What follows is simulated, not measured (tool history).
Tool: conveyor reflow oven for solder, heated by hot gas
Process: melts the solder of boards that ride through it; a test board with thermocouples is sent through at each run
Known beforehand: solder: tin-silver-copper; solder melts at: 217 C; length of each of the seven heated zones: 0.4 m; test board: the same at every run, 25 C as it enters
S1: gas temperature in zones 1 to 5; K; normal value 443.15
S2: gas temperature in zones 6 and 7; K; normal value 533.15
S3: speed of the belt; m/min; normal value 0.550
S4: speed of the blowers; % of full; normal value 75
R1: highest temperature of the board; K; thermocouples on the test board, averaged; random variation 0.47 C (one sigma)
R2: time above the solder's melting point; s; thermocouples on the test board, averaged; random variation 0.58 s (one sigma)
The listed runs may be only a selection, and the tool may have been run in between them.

run	day	S1	S2	S3	S4	R1	R2
1	0.000	443.15	533.15	0.550	75	519.95	58.8
2	0.617	443.15	534.15	0.550	75	520.35	59.6
3	1.017	443.15	534.15	0.645	75	515.05	45.8
4	1.396	443.15	534.15	0.645	75	515.85	44.6
5	2.017	443.15	534.15	0.645	75	514.65	43.9
6	2.842	443.15	534.15	0.645	75	514.55	45.4
# day 3.129: flux residue cleaned out of gas plates and filters
7	3.804	443.15	534.15	0.645	75	514.85	45.1
8	4.446	443.15	534.15	0.645	75	515.85	44.6
9	5.108	443.15	534.15	0.645	75	515.35	45.1
10	5.475	443.15	533.15	0.550	75	519.25	59.3
11	6.325	443.15	533.15	0.550	75	518.75	59.2
12	6.742	443.15	533.15	0.550	75	519.25	59.8
13	7.383	443.15	533.15	0.550	75	519.75	59.0
14	8.208	443.15	533.15	0.550	75	518.95	58.8
15	8.892	443.15	533.15	0.550	75	519.55	59.3
16	9.608	451.15	533.15	0.550	87	522.95	66.2
17	10.308	449.15	526.15	0.550	75	514.65	57.5
18	10.962	449.15	526.15	0.550	75	514.35	56.1
19	11.354	449.15	526.15	0.550	75	514.45	56.9
20	11.729	449.15	526.15	0.550	75	513.85	55.9
21	12.429	449.15	541.15	0.641	75	522.45	53.2
22	12.879	428.15	534.15	0.550	60	512.05	44.6
23	13.254	428.15	534.15	0.550	60	512.55	44.0
24	13.742	434.15	527.15	0.550	80	513.35	51.4
25	14.288	434.15	524.15	0.632	81	507.75	35.4
26	14.688	436.15	533.15	0.550	54	510.45	44.0
27	15.333	443.15	544.15	0.450	75	534.55	89.8
28	16.125	443.15	544.15	0.450	75	534.15	88.3
29	16.921	443.15	544.15	0.450	75	534.75	87.9
30	17.317	443.15	543.15	0.556	75	527.45	65.3

Alternative continuations, all from the tool just after run 30; predict every row:
A	17.733	443.15	543.15	0.485	77	?	?
B	17.733	429.15	540.15	0.550	71	?	?
C	17.733	443.15	527.15	0.550	83	?	?
D	17.733	436.15	533.15	0.550	80	?	?
E	17.733	439.15	536.15	0.536	75	?	?

run	R1	R2
A	532.15	79.8
B	521.15	55.4
C	515.85	56.2
D	520.05	55.9
E	521.55	62.2
What these runs would have given with no unlogged condition in the tool:
run	R1	R2
A	532.25	79.9
B	521.25	55.5
C	515.95	56.3
D	520.05	55.9
E	521.65	62.3

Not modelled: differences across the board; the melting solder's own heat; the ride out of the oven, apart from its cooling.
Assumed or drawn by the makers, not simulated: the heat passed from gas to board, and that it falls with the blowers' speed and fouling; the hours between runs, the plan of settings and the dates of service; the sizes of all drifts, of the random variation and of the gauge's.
